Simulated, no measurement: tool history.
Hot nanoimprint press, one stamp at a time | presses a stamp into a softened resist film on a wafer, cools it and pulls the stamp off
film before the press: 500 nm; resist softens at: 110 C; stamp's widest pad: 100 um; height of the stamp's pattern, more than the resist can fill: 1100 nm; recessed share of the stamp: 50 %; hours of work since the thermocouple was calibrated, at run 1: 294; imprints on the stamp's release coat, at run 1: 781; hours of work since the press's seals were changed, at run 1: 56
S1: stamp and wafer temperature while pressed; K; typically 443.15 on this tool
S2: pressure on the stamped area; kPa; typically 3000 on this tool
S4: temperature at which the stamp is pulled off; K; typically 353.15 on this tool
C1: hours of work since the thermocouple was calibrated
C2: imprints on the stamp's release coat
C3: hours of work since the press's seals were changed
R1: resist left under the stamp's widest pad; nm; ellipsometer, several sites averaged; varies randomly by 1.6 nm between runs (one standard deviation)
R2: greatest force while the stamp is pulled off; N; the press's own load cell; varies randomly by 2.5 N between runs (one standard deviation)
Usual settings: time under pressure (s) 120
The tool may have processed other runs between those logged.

Run 1, hour 0: usual settings; C1 294; C2 781; C3 56. Result: R1 259.7 nm, R2 114 N.
Run 2, hour 8.8: usual settings; C1 300; C2 812; C3 63. Result: R1 261.6 nm, R2 122 N.
Run 3, hour 23.3: usual settings; C1 310; C2 863; C3 73. Result: R1 260.2 nm, R2 117 N.
Run 4, hour 38.2: usual settings but S1 450.15 K; C1 321; C2 915; C3 83. Result: R1 194.6 nm, R2 116 N.
Run 5, hour 46.2: usual settings but S1 450.15 K; C1 326; C2 943; C3 88. Result: R1 191.8 nm, R2 118 N.
Run 6, hour 58.4: usual settings but S1 450.15 K; C1 335; C2 986; C3 97. Result: R1 195.5 nm, R2 113 N.
Run 7, hour 72: usual settings but S1 450.15 K; C1 344; C2 1034; C3 106. Result: R1 190.6 nm, R2 118 N.
Run 8, hour 79.3: usual settings; C1 349; C2 1059; C3 111. Result: R1 259 nm, R2 113 N.
Run 9, hour 88.2: usual settings; C1 356; C2 1091; C3 118. Result: R1 259.2 nm, R2 112 N.
Run 10, hour 100.7: usual settings; C1 364; C2 1134; C3 126. Result: R1 262.4 nm, R2 114 N.
Run 11, hour 113.4: usual settings; C1 373; C2 1179; C3 135. Result: R1 260.2 nm, R2 117 N.
Run 12, hour 124.5: usual settings; C1 381; C2 1218; C3 143. Result: R1 261.3 nm, R2 114 N.
At hour 141.5: plate thermocouple calibrated.
Run 13, hour 141.9: usual settings; C1 0; C2 1269; C3 153. Result: R1 260.2 nm, R2 116 N.
At hour 153.1: stamp cleaned and given a new release coat.
Run 14, hour 156.1: usual settings; C1 6; C2 10; C3 158. Result: R1 258.4 nm, R2 113 N.
Run 15, hour 163.1: usual settings; C1 11; C2 35; C3 163. Result: R1 257.8 nm, R2 116 N.
Run 16, hour 171.8: usual settings; C1 17; C2 66; C3 169. Result: R1 258.8 nm, R2 113 N.
Run 17, hour 180.7: usual settings; C1 23; C2 97; C3 175. Result: R1 258 nm, R2 113 N.
Run 18, hour 192: usual settings but S1 452.15 K, S2 4440 kPa, time under pressure (s) 170; C1 31; C2 137; C3 183. Result: R1 122.5 nm, R2 116 N.
Run 19, hour 202.1: usual settings but S1 452.15 K, S2 4440 kPa, time under pressure (s) 170; C1 38; C2 172; C3 190. Result: R1 122.1 nm, R2 110 N.
Run 20, hour 213.5: usual settings but S1 437.15 K, S2 4440 kPa, time under pressure (s) 134; C1 46; C2 212; C3 198. Result: R1 268.3 nm, R2 110 N.
Run 21, hour 226.1: usual settings but S1 437.15 K, S2 4440 kPa, time under pressure (s) 134; C1 54; C2 256; C3 207. Result: R1 266.6 nm, R2 116 N.
Run 22, hour 233.4: usual settings but S1 437.15 K, S2 4610 kPa, time under pressure (s) 134; C1 60; C2 282; C3 212. Result: R1 257.9 nm, R2 109 N.
Run 23, hour 240.9: usual settings but S1 437.15 K, S2 4610 kPa, time under pressure (s) 134; C1 65; C2 308; C3 217. Result: R1 260.8 nm, R2 114 N.
Run 24, hour 253.9: usual settings but S1 444.15 K, S2 4620 kPa, time under pressure (s) 135, S4 343.15 K; C1 74; C2 354; C3 226. Result: R1 187.6 nm, R2 140 N.
Run 25, hour 268.9: usual settings but S1 444.15 K, S2 1980 kPa, time under pressure (s) 61, S4 343.15 K; C1 84; C2 407; C3 237. Result: R1 362.7 nm, R2 142 N.
Run 26, hour 277.4: usual settings but S1 444.15 K, S2 1980 kPa, time under pressure (s) 61, S4 343.15 K; C1 90; C2 437; C3 243. Result: R1 362.1 nm, R2 142 N.
Run 27, hour 289.5: usual settings but S1 444.15 K, S2 1980 kPa, time under pressure (s) 61, S4 343.15 K; C1 98; C2 479; C3 251. Result: R1 364.5 nm, R2 143 N.
Run 28, hour 304.3: usual settings but S1 444.15 K, S2 1980 kPa, time under pressure (s) 61, S4 343.15 K; C1 109; C2 531; C3 261. Result: R1 362.1 nm, R2 141 N.
Run 29, hour 310.7: usual settings but time under pressure (s) 76; C1 113; C2 553; C3 266. Result: R1 296.2 nm, R2 120 N.
Run 30, hour 321.1: usual settings but S1 450.15 K, time under pressure (s) 67; C1 120; C2 590; C3 273. Result: R1 233.8 nm, R2 116 N.

Entry by entry between the runs, the difference in hidden state between the last listed run before and the first listed run after:
Logged between run 12 and run 13: plate thermocouple calibrated (hour 141.5)
  true temperature over the reading, C: -0.05 -> 0
Logged between run 13 and run 14: stamp cleaned and given a new release coat (hour 153.1)
  grip of the stamp's worn release coat, % over a new coat's: 1.1 -> 0
